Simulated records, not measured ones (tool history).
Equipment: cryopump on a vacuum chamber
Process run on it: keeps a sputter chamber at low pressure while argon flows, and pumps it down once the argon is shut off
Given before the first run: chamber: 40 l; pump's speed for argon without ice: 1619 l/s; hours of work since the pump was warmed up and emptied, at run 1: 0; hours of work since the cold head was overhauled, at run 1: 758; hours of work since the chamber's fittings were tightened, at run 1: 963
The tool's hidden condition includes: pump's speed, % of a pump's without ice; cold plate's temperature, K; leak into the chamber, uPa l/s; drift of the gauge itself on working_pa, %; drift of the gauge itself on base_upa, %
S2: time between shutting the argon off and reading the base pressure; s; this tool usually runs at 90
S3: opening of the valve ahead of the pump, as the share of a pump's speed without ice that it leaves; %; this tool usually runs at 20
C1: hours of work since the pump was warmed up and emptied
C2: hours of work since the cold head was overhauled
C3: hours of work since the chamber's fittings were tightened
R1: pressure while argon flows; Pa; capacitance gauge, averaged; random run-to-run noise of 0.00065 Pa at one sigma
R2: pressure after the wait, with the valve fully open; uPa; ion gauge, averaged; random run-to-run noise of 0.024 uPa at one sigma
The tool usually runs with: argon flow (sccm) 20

run 1 hour=0 | argon_flow_(sccm)=20 S2=90 S3=20 | C1=0 C2=758 C3=963 | R1=0.1051 R2=2.8
run 2 hour=40.7 | argon_flow_(sccm)=20 S2=179 S3=20 | C1=20 C2=778 C3=983 | R1=0.1049 R2=2.52
run 3 hour=97.4 | argon_flow_(sccm)=20 S2=179 S3=41 | C1=47 C2=805 C3=1010 | R1=0.0524 R2=2.61
run 4 hour=136.5 | argon_flow_(sccm)=20 S2=24 S3=20 | C1=66 C2=824 C3=1029 | R1=0.1051 R2=5
run 5 hour=203.1 | argon_flow_(sccm)=20 S2=24 S3=20 | C1=99 C2=857 C3=1062 | R1=0.1062 R2=5.11
run 6 hour=254.3 | argon_flow_(sccm)=20 S2=24 S3=20 | C1=123 C2=882 C3=1086 | R1=0.1059 R2=5.22
run 7 hour=285.7 | argon_flow_(sccm)=20 S2=24 S3=20 | C1=139 C2=897 C3=1102 | R1=0.1059 R2=5.21
run 8 hour=351.8 | argon_flow_(sccm)=20 S2=24 S3=20 | C1=171 C2=929 C3=1134 | R1=0.1063 R2=5.31
run 9 hour=391.3 | argon_flow_(sccm)=20 S2=90 S3=20 | C1=190 C2=948 C3=1153 | R1=0.1068 R2=3.38
run 10 hour=459.7 | argon_flow_(sccm)=20 S2=90 S3=20 | C1=223 C2=981 C3=1186 | R1=0.1067 R2=3.51
run 11 hour=533.8 | argon_flow_(sccm)=20 S2=90 S3=20 | C1=259 C2=1017 C3=1222 | R1=0.1075 R2=3.62
run 12 hour=590.1 | argon_flow_(sccm)=20 S2=121 S3=30 | C1=286 C2=1045 C3=1249 | R1=0.0738 R2=3.48
run 13 hour=621 | argon_flow_(sccm)=20 S2=121 S3=30 | C1=301 C2=1060 C3=1264 | R1=0.073 R2=3.47
run 14 hour=664.3 | argon_flow_(sccm)=20 S2=121 S3=30 | C1=322 C2=1081 C3=1285 | R1=0.0735 R2=3.56
-- hour=699 leaking fittings of the chamber tightened, without venting
run 15 hour=704.2 | argon_flow_(sccm)=20 S2=90 S3=35 | C1=341 C2=1099 C3=3 | R1=0.0625 R2=0.95
run 16 hour=766.2 | argon_flow_(sccm)=20 S2=22 S3=20 | C1=371 C2=1129 C3=33 | R1=0.1087 R2=3.35
run 17 hour=835.6 | argon_flow_(sccm)=10 S2=108 S3=20 | C1=405 C2=1163 C3=66 | R1=0.0549 R2=1.04
run 18 hour=885.5 | argon_flow_(sccm)=10 S2=108 S3=20 | C1=429 C2=1187 C3=91 | R1=0.0528 R2=1.06
run 19 hour=941.4 | argon_flow_(sccm)=17 S2=166 S3=42 | C1=456 C2=1214 C3=118 | R1=0.047 R2=0.88
run 20 hour=1011.4 | argon_flow_(sccm)=17 S2=166 S3=42 | C1=490 C2=1248 C3=152 | R1=0.0469 R2=1.02

For some of the steps in R1 from one run to the next: how much would appear even if the tool had no hidden state, given the settings, what came in and random variation, and how much remains for the hidden state plus any gauge scatter that the measured result and the result without hidden state don't share?
Run 3 -> 4: S2 179 -> 24, S3 41 -> 20. R1 +0.0527 Pa: hidden state +0.0002, all else +0.0525.
Run 16 -> 17: argon flow (sccm) 20 -> 10, S2 22 -> 108. R1 -0.0538 Pa: hidden state -0.0017, all else -0.0521.
Run 18 -> 19: argon flow (sccm) 10 -> 17, S2 108 -> 166, S3 20 -> 42. R1 -0.0058 Pa: hidden state +0.0017, all else -0.0075.
